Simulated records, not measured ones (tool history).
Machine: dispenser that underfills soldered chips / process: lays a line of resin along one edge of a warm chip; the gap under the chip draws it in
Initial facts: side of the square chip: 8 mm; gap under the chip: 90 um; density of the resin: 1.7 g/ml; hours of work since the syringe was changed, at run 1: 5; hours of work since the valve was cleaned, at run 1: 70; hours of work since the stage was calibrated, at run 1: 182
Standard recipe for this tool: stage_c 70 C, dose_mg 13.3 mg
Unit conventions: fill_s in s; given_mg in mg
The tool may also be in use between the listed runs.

run   hour  stage_c  dose_mg  hours of work since the syringe was changed  hours of work since the valve was cleaned  hours of work since the stage was calibrated  fill_s  given_mg
  1      0       70     13.3                                            5                                         70                                           182    97.2     12.83
       1.3  -- new syringe of resin
      11.5  -- new syringe of resin
  2   11.5       70     13.3                                            0                                         77                                           189    60.5     12.57
  3   20.4       70     13.3                                            6                                         82                                           195    98.1     12.64
      21.7  -- new syringe of resin
      31.7  -- new syringe of resin
  4   33.3       82     13.3                                            1                                         90                                           202    37.2     12.67
      41.3  -- new syringe of resin
  5   43.8       61     13.3                                            2                                         96                                           209   106.5     12.47
      51.7  -- new syringe of resin
  6   57.4       70     13.3                                            4                                        105                                           217    82.5     12.48
      61.4  -- new syringe of resin
        71  -- new syringe of resin
  7   71.6       70     13.3                                            0                                        113                                           225      62     12.55
      81.1  -- new syringe of resin
  8     85       70     13.3                                            2                                        121                                           234    73.6     12.25
      91.5  -- new syringe of resin
  9   96.6       70     13.3                                            3                                        128                                           241    77.9     12.28
     101.5  -- new syringe of resin
 10    108       70     13.3                                            4                                        135                                           248      86     12.33
     111.3  -- new syringe of resin
       114  -- dispensing valve cleaned and set on the balance
     121.8  -- new syringe of resin
 11  122.3       70     13.3                                            0                                          5                                           256    58.8     13.24
 12  128.2       81     13.3                                            4                                          9                                           259    49.9     13.28
       132  -- new syringe of resin
 13  134.7       65     13.3                                            2                                         13                                           263    86.6     13.15
     142.2  -- new syringe of resin
 14  148.1       65     13.3                                            4                                         21                                           271   100.3      13.1
     151.9  -- new syringe of resin
 15  157.3       65     15.5                                            3                                         26                                           277    94.7     15.37
     161.8  -- new syringe of resin
 16  170.9       65     15.5                                            6                                         35                                           285   117.5     15.14
     171.8  -- new syringe of resin
 17  179.2       72     11.6                                            5                                         40                                           290    82.5      11.2
     181.6  -- new syringe of resin
     191.2  -- new syringe of resin
 18  193.1       72     11.6                                            1                                         48                                           299    63.2     11.11
 19  200.2       72     11.6                                            6                                         52                                           303      90     11.21
     201.3  -- new syringe of resin
     211.5  -- new syringe of resin
 20  211.7       76     11.6                                            0                                         59                                           310    46.3     11.13
 21  218.6       81     15.6                                            4                                         64                                           314      50     14.93
     221.9  -- new syringe of resin
 22  230.1       69     13.3                                            5                                         70                                           321    94.1     12.72
     232.1  -- new syringe of resin
 23  239.9       71     12.7                                            5                                         76                                           327    85.9     12.05
     241.8  -- new syringe of resin
 24  248.7       71     12.7                                            4                                         82                                           332    81.1     12.03
     251.6  -- new syringe of resin
 25  256.8       71     12.7                                            3                                         87                                           337    73.2     11.97
     261.6  -- new syringe of resin
 26  265.5       78     15.2                                            2                                         92                                           342    47.2     14.39
     272.2  -- new syringe of resin
 27    278       66       13                                            4                                        100                                           350    95.3     12.08
     281.9  -- new syringe of resin
     291.7  -- new syringe of resin
 28  291.9       66       13                                            0                                        108                                           358    68.8     12.09

Branching from run 28: 4 alternative next runs. What would each branch give?
     301.5  -- new syringe of resin
  A  303.4       74     11.6                                            1                                        115                                           365       ?         ?
     301.5  -- new syringe of resin
  B  303.4       71       13                                            1                                        115                                           365       ?         ?
     301.5  -- new syringe of resin
  C  303.4       81     13.1                                            1                                        115                                           365       ?         ?
     301.5  -- new syringe of resin
  D  303.4       58     13.3                                            1                                        115                                           365       ?         ?

run  fill_s  given_mg
  A    56.1      10.7
  B    61.9     12.02
  C    39.6      12.2
  D   115.3     12.34
Take away the tool's hidden state, keep each run's random variation, and the runs would have read:
run  fill_s  given_mg
  A    54.8     11.57
  B    61.3        13
  C    38.9     13.19
  D   115.5     13.34
